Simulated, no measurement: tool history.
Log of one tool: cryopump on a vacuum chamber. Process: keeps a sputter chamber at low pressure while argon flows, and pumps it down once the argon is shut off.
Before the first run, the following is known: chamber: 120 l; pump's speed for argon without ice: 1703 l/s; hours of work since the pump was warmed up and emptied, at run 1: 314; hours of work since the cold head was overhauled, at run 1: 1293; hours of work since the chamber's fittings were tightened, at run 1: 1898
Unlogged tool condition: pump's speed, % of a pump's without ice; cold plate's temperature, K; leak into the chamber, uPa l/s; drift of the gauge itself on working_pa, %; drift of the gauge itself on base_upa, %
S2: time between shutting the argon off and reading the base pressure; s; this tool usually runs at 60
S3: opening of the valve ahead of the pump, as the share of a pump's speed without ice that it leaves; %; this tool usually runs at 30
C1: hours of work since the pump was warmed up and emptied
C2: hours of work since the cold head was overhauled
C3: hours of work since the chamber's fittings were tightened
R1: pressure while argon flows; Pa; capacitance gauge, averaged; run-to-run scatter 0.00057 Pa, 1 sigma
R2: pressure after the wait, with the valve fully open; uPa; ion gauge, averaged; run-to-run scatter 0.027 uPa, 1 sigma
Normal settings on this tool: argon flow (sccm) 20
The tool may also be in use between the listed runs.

Run 1, day 0.000: usual settings; C1 314; C2 1293; C3 1898. Result: R1 0.0682 Pa, R2 2.00 uPa.
Run 2, day 3.542: usual settings but S2 34 s; C1 387; C2 1367; C3 1972. Result: R1 0.0678 Pa, R2 2.77 uPa.
Run 3, day 8.404: usual settings but S2 34 s, S3 16 %; C1 489; C2 1468; C3 2073. Result: R1 0.1257 Pa, R2 2.89 uPa.
Run 4, day 11.496: usual settings; C1 553; C2 1532; C3 2137. Result: R1 0.0693 Pa, R2 2.19 uPa.
Run 5, day 15.129: usual settings; C1 629; C2 1608; C3 2213. Result: R1 0.0689 Pa, R2 2.22 uPa.
Run 6, day 20.108: usual settings; C1 732; C2 1711; C3 2317. Result: R1 0.0706 Pa, R2 2.33 uPa.
Run 7, day 23.388: usual settings but S3 18 %; C1 801; C2 1780; C3 2385. Result: R1 0.1165 Pa, R2 2.34 uPa.
At day 25.983: pump warmed up, emptied and cooled again.
Run 8, day 28.279: usual settings but argon flow (sccm) 8, S3 18 %; C1 48; C2 1877; C3 2482. Result: R1 0.0438 Pa, R2 2.10 uPa.
Run 9, day 31.908: usual settings but argon flow (sccm) 9, S2 33 s, S3 16 %; C1 123; C2 1953; C3 2558. Result: R1 0.0552 Pa, R2 3.07 uPa.
Run 10, day 35.212: usual settings but argon flow (sccm) 11, S2 56 s; C1 192; C2 2022; C3 2627. Result: R1 0.0371 Pa, R2 2.28 uPa.
Run 11, day 40.312: usual settings but argon flow (sccm) 35, S3 28 %; C1 298; C2 2128; C3 2733. Result: R1 0.1266 Pa, R2 2.29 uPa.
Run 12, day 44.246: usual settings but argon flow (sccm) 28, S2 35 s, S3 42 %; C1 380; C2 2209; C3 2815. Result: R1 0.0698 Pa, R2 3.10 uPa.
Run 13, day 49.133: usual settings but argon flow (sccm) 10, S2 199 s, S3 16 %; C1 482; C2 2311; C3 2916. Result: R1 0.0638 Pa, R2 1.72 uPa.
Run 14, day 51.600: usual settings but argon flow (sccm) 10, S2 199 s, S3 16 %; C1 533; C2 2363; C3 2968. Result: R1 0.0638 Pa, R2 1.83 uPa.

Forecast run 15:
Run 15, day 56.504: usual settings but argon flow (sccm) 10, S2 199 s, S3 22 %; C1 635; C2 2465; C3 3070. Result: R1 ?, R2 ?.

R1: 0.0462 Pa
R2: 1.86 uPa
Take away the tool's hidden state, keep the run-to-run variation as it was, and the same run would have given R1 0.0444 Pa, R2 0.47 uPa.

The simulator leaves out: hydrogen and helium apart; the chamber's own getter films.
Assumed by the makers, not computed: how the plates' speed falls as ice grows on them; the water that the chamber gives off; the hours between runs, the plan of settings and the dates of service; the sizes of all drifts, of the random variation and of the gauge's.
